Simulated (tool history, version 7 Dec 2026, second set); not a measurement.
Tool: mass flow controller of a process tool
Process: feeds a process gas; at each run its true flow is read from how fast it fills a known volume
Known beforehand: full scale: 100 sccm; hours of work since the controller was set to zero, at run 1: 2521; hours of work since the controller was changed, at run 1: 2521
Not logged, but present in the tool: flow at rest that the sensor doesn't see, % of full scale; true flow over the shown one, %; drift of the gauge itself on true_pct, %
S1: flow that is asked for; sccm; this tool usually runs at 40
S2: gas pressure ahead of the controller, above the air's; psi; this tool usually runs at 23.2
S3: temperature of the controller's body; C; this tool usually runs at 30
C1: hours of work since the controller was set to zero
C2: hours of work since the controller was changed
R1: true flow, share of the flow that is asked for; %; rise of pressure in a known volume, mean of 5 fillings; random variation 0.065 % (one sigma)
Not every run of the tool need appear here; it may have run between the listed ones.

run,hour,S1,S2,S3,C1,C2,R1
1,0.0,40,23.2,30,2521,2521,98.36
2,287.6,40,23.2,30,2616,2616,98.27
3,478.0,40,23.2,34,2679,2679,97.99
4,760.3,40,23.2,30,2772,2772,98.03
5,932.8,40,23.2,24,2828,2828,98.42
6,1115.4,40,23.2,24,2888,2888,98.34
7,1271.1,27,23.2,30,2940,2940,97.74
8,1532.5,40,23.2,30,3026,3026,97.87
9,1759.7,40,23.2,30,3101,3101,97.90
10,2014.0,40,23.2,30,3184,3184,97.77
11,2285.2,40,23.2,30,3273,3273,97.85
12,2493.0,98,23.2,30,3342,3342,99.08
13,2742.7,98,22.9,30,3424,3424,99.24
14,3002.7,98,22.9,30,3510,3510,99.10
15,3155.6,98,22.9,30,3560,3560,98.94
16,3417.5,98,22.9,30,3646,3646,98.91
17,3710.7,40,23.2,23,3743,3743,97.74
18,3868.4,14,34.1,30,3794,3794,96.69
19,4017.1,47,23.5,22,3843,3843,97.80
20,4228.5,35,36.7,37,3913,3913,96.66
21,4417.2,34,30.3,30,3975,3975,96.99
22,4601.3,34,30.3,30,4036,4036,96.90
23,4750.7,34,30.3,30,4085,4085,96.94
# hour 4927.0: gauge calibrated
24,4949.5,15,30.2,30,4150,4150,97.60
25,5105.5,38,28.0,30,4202,4202,98.16
26,5304.2,26,28.7,29,4267,4267,98.02
27,5510.5,31,29.4,33,4335,4335,97.91
28,5676.3,31,29.6,22,4389,4389,98.13
29,5855.8,36,29.6,23,4448,4448,98.36
30,6075.1,15,37.3,34,4521,4521,97.15
31,6246.3,17,23.2,22,4577,4577,97.74
32,6511.5,70,23.2,28,4664,4664,98.85

Some steps in R1, run to run, broken into two amounts with sign: the step expected even without the hidden condition (settings, incoming material, random variation), and the rest, left for the hidden condition together with whatever gauge scatter is not in both the measured and the hidden-condition-free result:
Run 1 -> 2: no setting touched and nothing written in the log between the runs. R1 -0.09 %: hidden state -0.07, all else -0.02.
Run 10 -> 11: no setting touched and nothing written in the log between the runs. R1 +0.08 %: hidden state -0.07, all else +0.15.
Run 11 -> 12: S1 40 -> 98. R1 +1.23 %: hidden state -0.05, all else +1.28.
Run 16 -> 17: S1 98 -> 40, S2 22.9 -> 23.2, S3 30 -> 23. R1 -1.17 %: hidden state -0.06, all else -1.11.
Run 23 -> 24: S1 34 -> 15, S2 30.3 -> 30.2, gauge calibrated. R1 +0.66 %: hidden state +1.16, all else -0.50.
Run 29 -> 30: S1 36 -> 15, S2 29.6 -> 37.3, S3 23 -> 34. R1 -1.21 %: hidden state -0.04, all else -1.17.
